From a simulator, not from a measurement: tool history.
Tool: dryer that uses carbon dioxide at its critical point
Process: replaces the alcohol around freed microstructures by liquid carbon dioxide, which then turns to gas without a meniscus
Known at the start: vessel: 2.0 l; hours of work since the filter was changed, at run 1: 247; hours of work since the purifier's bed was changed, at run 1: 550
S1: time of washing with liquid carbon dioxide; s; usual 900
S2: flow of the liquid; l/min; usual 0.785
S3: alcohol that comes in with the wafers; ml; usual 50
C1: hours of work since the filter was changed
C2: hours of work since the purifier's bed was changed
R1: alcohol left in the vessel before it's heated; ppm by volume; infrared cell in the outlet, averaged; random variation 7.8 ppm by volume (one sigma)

run,day,S1,S2,S3,C1,C2,R1
1,0,900,0.785,50,247,550,646
2,0.958,900,0.785,50,263,565,659
3,1.75,900,0.785,50,275,578,682
4,2.188,900,0.884,50,283,585,460
5,3.033,900,0.884,50,296,599,494
6,3.892,900,0.668,50,310,613,1113
7,4.667,900,0.668,50,323,626,1123
8,5.692,1320,0.619,50,339,642,452
9,6.242,1200,0.878,42,348,651,207
10,7.108,1200,0.878,42,362,665,216
11,8.046,900,0.828,30,378,680,447
12,9.1,1140,0.737,105,395,698,835

Forecast each of these 3 alternatives for the next run:
A,9.917,600,1.089,105,408,711,?
B,9.917,1140,0.737,61,408,711,?
C,9.917,660,0.785,50,408,711,?

run,R1
A,2123
B,544
C,1913
Without the tool's hidden state the same runs would have given:
run,R1
A,1220
B,224
C,1199

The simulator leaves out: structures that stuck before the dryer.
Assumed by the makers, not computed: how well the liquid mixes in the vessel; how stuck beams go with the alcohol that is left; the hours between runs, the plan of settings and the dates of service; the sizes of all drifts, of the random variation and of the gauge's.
